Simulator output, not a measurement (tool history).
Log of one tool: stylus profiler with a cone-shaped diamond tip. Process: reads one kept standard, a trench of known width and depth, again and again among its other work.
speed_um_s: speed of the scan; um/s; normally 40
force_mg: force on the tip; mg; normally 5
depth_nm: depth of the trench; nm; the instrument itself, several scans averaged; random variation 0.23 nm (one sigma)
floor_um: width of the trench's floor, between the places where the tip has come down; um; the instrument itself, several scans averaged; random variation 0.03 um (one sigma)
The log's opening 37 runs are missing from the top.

run 38 hour=2682.8 | speed_um_s=54 force_mg=6.82 | depth_nm=1024.81 floor_um=24.58
run 39 hour=2735.1 | speed_um_s=41 force_mg=6.82 | depth_nm=1024.44 floor_um=24.57
run 40 hour=2814.1 | speed_um_s=41 force_mg=6.82 | depth_nm=1024.31 floor_um=24.46
run 41 hour=2872.6 | speed_um_s=38 force_mg=9 | depth_nm=1029.26 floor_um=24.42
run 42 hour=2969.8 | speed_um_s=16 force_mg=9 | depth_nm=1029.54 floor_um=24.38
run 43 hour=3068.3 | speed_um_s=16 force_mg=9 | depth_nm=1029.19 floor_um=24.29
run 44 hour=3125.6 | speed_um_s=17 force_mg=12.96 | depth_nm=1037.98 floor_um=24.19
run 45 hour=3213.3 | speed_um_s=53 force_mg=14.2 | depth_nm=1040.52 floor_um=24.03
run 46 hour=3277.5 | speed_um_s=53 force_mg=14.2 | depth_nm=1040.49 floor_um=24
run 47 hour=3351.3 | speed_um_s=18 force_mg=12.43 | depth_nm=1036.82 floor_um=24.02

3 ways to go on from here, each from the tool as it stands after run 47. What would each give?
run A hour=3447.3 | speed_um_s=20 force_mg=5 | depth_nm=? floor_um=?
run B hour=3447.3 | speed_um_s=17 force_mg=4.16 | depth_nm=? floor_um=?
run C hour=3447.3 | speed_um_s=27 force_mg=9.23 | depth_nm=? floor_um=?

run=A depth_nm=1019.12 floor_um=23.91
run=B depth_nm=1016.57 floor_um=23.91
run=C depth_nm=1029.94 floor_um=23.86
Without the tool's hidden state the same runs would have given:
run=A depth_nm=1021.39 floor_um=26.51
run=B depth_nm=1018.84 floor_um=26.51
run=C depth_nm=1032.24 floor_um=26.46
